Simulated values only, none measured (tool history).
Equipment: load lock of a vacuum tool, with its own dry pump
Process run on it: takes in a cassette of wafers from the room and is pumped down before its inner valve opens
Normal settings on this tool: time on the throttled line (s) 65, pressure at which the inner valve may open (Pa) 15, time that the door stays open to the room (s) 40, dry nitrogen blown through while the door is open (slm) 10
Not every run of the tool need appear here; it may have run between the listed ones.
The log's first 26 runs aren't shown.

run	hour	time on the throttled line (s)	pressure at which the inner valve may open (Pa)	time that the door stays open to the room (s)	dry nitrogen blown through while the door is open (slm)	hours that the pump has run since its overhaul	times that the door has closed on its seal	incoming humidity of the room's air, %	time from the closed door until the inner valve may open (s)	rise of the pressure with all valves shut (Pa/min)
27	6840	65	15	46	10	8244	38505	43.6	101.6	0.025
28	7132.2	34	24	46	24	8536	39095	44.2	72.2	0.014
29	7378.2	65	28	40	10	8782	39592	45.7	98.4	0.026
30	7594.4	108	15	96	10	8998	40028	46	139.4	0.046
31	7768.3	65	15	31	18	9172	40380	43.3	101.5	0.016
32	8126.8	65	15	31	7	9531	41104	46.2	101.5	0.025
# hour 8351.1: door's seal changed, seat wiped
33	8351.1	65	22	147	26	9753	0	42.3	99.4	0.038
34	8541.8	65	22	147	26	9944	385	44.1	99.6	0.035
35	8888.4	65	22	91	7	10291	1085	47.3	99.4	0.048
36	9129.4	65	15	118	12	10532	1572	47.2	101.9	0.05
37	9373.5	51	15	118	12	10776	2065	45.5	89.7	0.051

Each row is a separate what-if for the run after 37, all from the same tool condition, not one after another. Results?
A	9696.7	108	28	118	8	11099	2718	44	?	?
B	9696.7	46	15	131	7	11099	2718	43.2	?	?
C	9696.7	51	14	118	12	11099	2718	45.5	?	?

run	time from the closed door until the inner valve may open (s)	rise of the pressure with all valves shut (Pa/min)
A	135.7	0.057
B	85.4	0.061
C	89.7	0.048
Without the tool's hidden state the same runs would have given:
run	time from the closed door until the inner valve may open (s)	rise of the pressure with all valves shut (Pa/min)
A	135.7	0.056
B	85.4	0.061
C	89.7	0.048
